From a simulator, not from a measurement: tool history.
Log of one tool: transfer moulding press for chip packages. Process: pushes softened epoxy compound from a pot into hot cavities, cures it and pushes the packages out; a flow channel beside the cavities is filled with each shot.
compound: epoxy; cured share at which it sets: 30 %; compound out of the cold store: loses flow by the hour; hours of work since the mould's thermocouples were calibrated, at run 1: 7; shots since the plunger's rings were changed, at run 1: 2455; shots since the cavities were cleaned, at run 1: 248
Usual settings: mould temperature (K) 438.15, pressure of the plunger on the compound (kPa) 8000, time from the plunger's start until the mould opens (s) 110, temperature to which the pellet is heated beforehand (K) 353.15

| run | hour | mould temperature (K) | pressure of the plunger on the compound (kPa) | time from the plunger's start until the mould opens (s) | temperature to which the pellet is heated beforehand (K) | hours of work since the mould's thermocouples were calibrated | shots since the plunger's rings were changed | shots since the cavities were cleaned | incoming compound's hours out of the cold store | length that the compound runs in the flow channel (mm) | greatest force on the pins that push the packages out (N) |
|---|---|---|---|---|---|---|---|---|---|---|---|
| 1 | 0.0 | 438.15 | 8000 | 110 | 353.15 | 7 | 2455 | 248 | 23.3 | 625 | 338 |
| 2 | 28.0 | 438.15 | 8000 | 110 | 362.15 | 25 | 2742 | 535 | 13.8 | 643 | 374 |
|  | 31.8 | cavities cleaned with cleaning compound and waxed |
|  | 53.1 | plunger's sealing rings changed |
| 3 | 59.9 | 438.15 | 8000 | 110 | 362.15 | 43 | 69 | 263 | 29.6 | 633 | 336 |
| 4 | 84.6 | 438.15 | 8000 | 130 | 353.15 | 59 | 323 | 517 | 37.1 | 619 | 319 |
|  | 90.8 | cavities cleaned with cleaning compound and waxed |
| 5 | 112.7 | 438.15 | 8000 | 130 | 353.15 | 76 | 596 | 225 | 24.2 | 638 | 290 |
| 6 | 133.6 | 438.15 | 8000 | 130 | 353.15 | 89 | 811 | 440 | 20.5 | 646 | 317 |
|  | 146.8 | cavities cleaned with cleaning compound and waxed |
| 7 | 158.1 | 438.15 | 8000 | 130 | 353.15 | 104 | 1047 | 116 | 9.9 | 660 | 270 |
| 8 | 189.6 | 438.15 | 8000 | 130 | 353.15 | 124 | 1371 | 440 | 12.5 | 657 | 310 |
|  | 203.6 | cavities cleaned with cleaning compound and waxed |
| 9 | 220.5 | 438.15 | 8000 | 110 | 353.15 | 143 | 1672 | 173 | 11.8 | 652 | 323 |
| 10 | 247.0 | 438.15 | 8000 | 92 | 353.15 | 160 | 1945 | 446 | 36.8 | 604 | 474 |
|  | 251.9 | mould's thermocouples calibrated |
|  | 260.9 | cavities cleaned with cleaning compound and waxed |
| 11 | 264.5 | 438.15 | 8000 | 126 | 343.15 | 7 | 2089 | 36 | 14.1 | 643 | 267 |
| 12 | 285.5 | 439.15 | 6220 | 96 | 353.15 | 21 | 2305 | 252 | 41.0 | 519 | 374 |

The next listed run, before its measurement:
| 13 | 303.9 | 431.15 | 6220 | 96 | 358.15 | 32 | 2494 | 441 | 32.3 | ? | ? |

{"run 13": {"length that the compound runs in the flow channel (mm)": 556, "greatest force on the pins that push the packages out (N)": 756}}
Without the tool's hidden state the same run would have given length that the compound runs in the flow channel (mm) 580, greatest force on the pins that push the packages out (N) 614.

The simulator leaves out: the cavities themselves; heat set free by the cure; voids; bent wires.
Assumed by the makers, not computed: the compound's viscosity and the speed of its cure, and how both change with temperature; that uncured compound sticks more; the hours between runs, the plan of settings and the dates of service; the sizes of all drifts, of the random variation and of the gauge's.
